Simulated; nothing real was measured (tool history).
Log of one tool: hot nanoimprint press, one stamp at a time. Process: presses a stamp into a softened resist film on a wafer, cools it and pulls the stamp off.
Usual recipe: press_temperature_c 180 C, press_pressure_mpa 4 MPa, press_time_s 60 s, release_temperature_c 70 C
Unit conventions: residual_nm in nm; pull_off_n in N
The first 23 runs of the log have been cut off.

| run | hour | press_temperature_c | press_pressure_mpa | press_time_s | release_temperature_c | hours of work since the thermocouple was calibrated | imprints on the stamp's release coat | hours of work since the press's seals were changed | residual_nm | pull_off_n |
|---|---|---|---|---|---|---|---|---|---|---|
|  | 300 | plate thermocouple calibrated |
| 24 | 305.5 | 186 | 4.63 | 54 | 74 | 4 | 1306 | 625 | 75.5 | 234 |
| 25 | 316 | 186 | 4.63 | 54 | 74 | 11 | 1359 | 632 | 75.7 | 226 |
| 26 | 327.8 | 186 | 4.63 | 54 | 74 | 19 | 1418 | 640 | 75.6 | 235 |
| 27 | 342.5 | 188 | 4 | 47 | 62 | 29 | 1491 | 650 | 79.5 | 258 |
| 28 | 359.5 | 180 | 4.81 | 60 | 70 | 41 | 1577 | 662 | 88.1 | 240 |
|  | 376.6 | stamp cleaned and given a new release coat |
| 29 | 381.2 | 180 | 4.58 | 97 | 59 | 52 | 23 | 673 | 75.7 | 268 |
| 30 | 390.9 | 169 | 4.58 | 97 | 63 | 58 | 71 | 680 | 115.8 | 253 |
| 31 | 400.6 | 187 | 3.82 | 103 | 71 | 65 | 120 | 686 | 61.7 | 235 |

3 options for the next run, each taken on its own from the tool as it stands now. Forecast them:
| A | 411.4 | 180 | 3.82 | 36 | 70 | 73 | 174 | 694 | ? | ? |
| B | 411.4 | 183 | 3.92 | 60 | 70 | 73 | 174 | 694 | ? | ? |
| C | 411.4 | 180 | 4 | 90 | 70 | 73 | 174 | 694 | ? | ? |

| run | residual_nm | pull_off_n |
|---|---|---|
| A | 115.5 | 240 |
| B | 87.2 | 235 |
| C | 83.1 | 244 |
Stripped of hidden state, with their random variation kept, the same runs would have yielded:
| run | residual_nm | pull_off_n |
|---|---|---|
| A | 118.6 | 239 |
| B | 89.6 | 234 |
| C | 85.4 | 243 |

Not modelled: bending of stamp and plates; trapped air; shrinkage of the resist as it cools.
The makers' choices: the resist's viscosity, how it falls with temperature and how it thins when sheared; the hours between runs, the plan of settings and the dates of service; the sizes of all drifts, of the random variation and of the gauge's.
